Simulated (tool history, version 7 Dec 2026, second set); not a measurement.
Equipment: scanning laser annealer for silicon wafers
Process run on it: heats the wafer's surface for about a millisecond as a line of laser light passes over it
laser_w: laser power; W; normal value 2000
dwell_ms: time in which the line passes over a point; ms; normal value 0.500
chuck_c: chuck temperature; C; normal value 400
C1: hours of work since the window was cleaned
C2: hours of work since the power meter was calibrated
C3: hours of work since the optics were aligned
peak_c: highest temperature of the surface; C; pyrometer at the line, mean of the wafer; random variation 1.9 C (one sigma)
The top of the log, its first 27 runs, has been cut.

run 28 hour=426.1 | laser_w=2026 dwell_ms=0.399 chuck_c=435 | C1=164 C2=448 C3=941 | peak_c=1192
run 29 hour=437.2 | laser_w=1901 dwell_ms=0.500 chuck_c=419 | C1=170 C2=454 C3=947 | peak_c=1217
run 30 hour=458.5 | laser_w=2116 dwell_ms=0.367 chuck_c=384 | C1=182 C2=466 C3=959 | peak_c=1143
run 31 hour=478.8 | laser_w=2116 dwell_ms=0.367 chuck_c=384 | C1=193 C2=477 C3=970 | peak_c=1145
run 32 hour=488.8 | laser_w=2116 dwell_ms=0.367 chuck_c=384 | C1=199 C2=482 C3=976 | peak_c=1143
run 33 hour=499.7 | laser_w=1750 dwell_ms=0.535 chuck_c=409 | C1=205 C2=488 C3=982 | peak_c=1170
run 34 hour=517.0 | laser_w=1750 dwell_ms=0.455 chuck_c=409 | C1=214 C2=498 C3=991 | peak_c=1116
run 35 hour=530.5 | laser_w=1750 dwell_ms=0.455 chuck_c=409 | C1=222 C2=505 C3=999 | peak_c=1114
run 36 hour=552.7 | laser_w=1750 dwell_ms=0.455 chuck_c=409 | C1=234 C2=518 C3=1011 | peak_c=1113
run 37 hour=572.7 | laser_w=2000 dwell_ms=0.438 chuck_c=364 | C1=245 C2=529 C3=1022 | peak_c=1149
run 38 hour=587.8 | laser_w=2000 dwell_ms=0.438 chuck_c=364 | C1=253 C2=537 C3=1030 | peak_c=1146
run 39 hour=603.6 | laser_w=1830 dwell_ms=0.485 chuck_c=411 | C1=262 C2=546 C3=1039 | peak_c=1171
run 40 hour=619.9 | laser_w=2000 dwell_ms=0.483 chuck_c=394 | C1=271 C2=555 C3=1048 | peak_c=1217
-- hour=627.0 optics aligned, line set to its width
run 41 hour=639.1 | laser_w=2000 dwell_ms=0.483 chuck_c=385 | C1=279 C2=563 C3=7 | peak_c=1204

Here are 3 independent what-if runs from the current tool condition. What would each one return?
run A hour=658.5 | laser_w=1965 dwell_ms=0.483 chuck_c=372 | C1=290 C2=574 C3=17 | peak_c=?
run B hour=658.5 | laser_w=1894 dwell_ms=0.406 chuck_c=414 | C1=290 C2=574 C3=17 | peak_c=?
run C hour=658.5 | laser_w=2174 dwell_ms=0.500 chuck_c=395 | C1=290 C2=574 C3=17 | peak_c=?

run=A peak_c=1181
run=B peak_c=1133
run=C peak_c=1296
Had the tool no hidden state, the same runs would have come out as:
run=A peak_c=1182
run=B peak_c=1133
run=C peak_c=1297
